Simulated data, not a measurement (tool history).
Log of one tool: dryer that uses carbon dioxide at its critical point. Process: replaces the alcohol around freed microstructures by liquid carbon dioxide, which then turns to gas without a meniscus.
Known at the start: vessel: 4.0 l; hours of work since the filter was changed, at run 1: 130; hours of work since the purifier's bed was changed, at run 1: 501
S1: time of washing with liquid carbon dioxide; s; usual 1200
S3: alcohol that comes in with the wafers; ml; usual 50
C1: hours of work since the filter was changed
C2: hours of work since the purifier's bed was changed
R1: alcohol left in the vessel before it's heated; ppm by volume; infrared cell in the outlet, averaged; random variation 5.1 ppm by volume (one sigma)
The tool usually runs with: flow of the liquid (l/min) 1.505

{"run": 1, "hour": 0.0, "S1": 1200, "flow of the liquid (l/min)": 1.505, "S3": 50, "C1": 130, "C2": 501, "R1": 172}
{"run": 2, "hour": 24.7, "S1": 1200, "flow of the liquid (l/min)": 1.505, "S3": 23, "C1": 144, "C2": 515, "R1": 133}
{"run": 3, "hour": 63.8, "S1": 1140, "flow of the liquid (l/min)": 1.505, "S3": 50, "C1": 166, "C2": 537, "R1": 206}
{"run": 4, "hour": 91.8, "S1": 1140, "flow of the liquid (l/min)": 1.505, "S3": 50, "C1": 182, "C2": 553, "R1": 228}
{"hour": 95.3, "done": "inlet filter changed"}
{"run": 5, "hour": 113.2, "S1": 1140, "flow of the liquid (l/min)": 1.505, "S3": 50, "C1": 10, "C2": 564, "R1": 183}
{"run": 6, "hour": 142.5, "S1": 1140, "flow of the liquid (l/min)": 1.505, "S3": 50, "C1": 27, "C2": 581, "R1": 189}
{"run": 7, "hour": 180.8, "S1": 1200, "flow of the liquid (l/min)": 2, "S3": 50, "C1": 48, "C2": 603, "R1": 127}
{"run": 8, "hour": 216.9, "S1": 1200, "flow of the liquid (l/min)": 2, "S3": 50, "C1": 69, "C2": 623, "R1": 129}
{"run": 9, "hour": 246.8, "S1": 840, "flow of the liquid (l/min)": 2, "S3": 27, "C1": 86, "C2": 640, "R1": 174}
{"run": 10, "hour": 293.2, "S1": 1140, "flow of the liquid (l/min)": 1.31, "S3": 24, "C1": 112, "C2": 666, "R1": 219}
{"run": 11, "hour": 320.6, "S1": 960, "flow of the liquid (l/min)": 1.31, "S3": 24, "C1": 128, "C2": 682, "R1": 310}

What differs in the tool's unlogged condition from the final listed run ahead of each entry between runs to the first listed run following it?
Logged between run 4 and run 5: inlet filter changed (hour 95.3)
  flow that reaches the vessel past the clogged filter, %: 91.2 -> 99.3; alcohol in the recycled carbon dioxide, ppm: 103.5 -> 105.6
  what was measured, less what the result would be without the hidden state, R1: +143 -> +103 ppm by volume

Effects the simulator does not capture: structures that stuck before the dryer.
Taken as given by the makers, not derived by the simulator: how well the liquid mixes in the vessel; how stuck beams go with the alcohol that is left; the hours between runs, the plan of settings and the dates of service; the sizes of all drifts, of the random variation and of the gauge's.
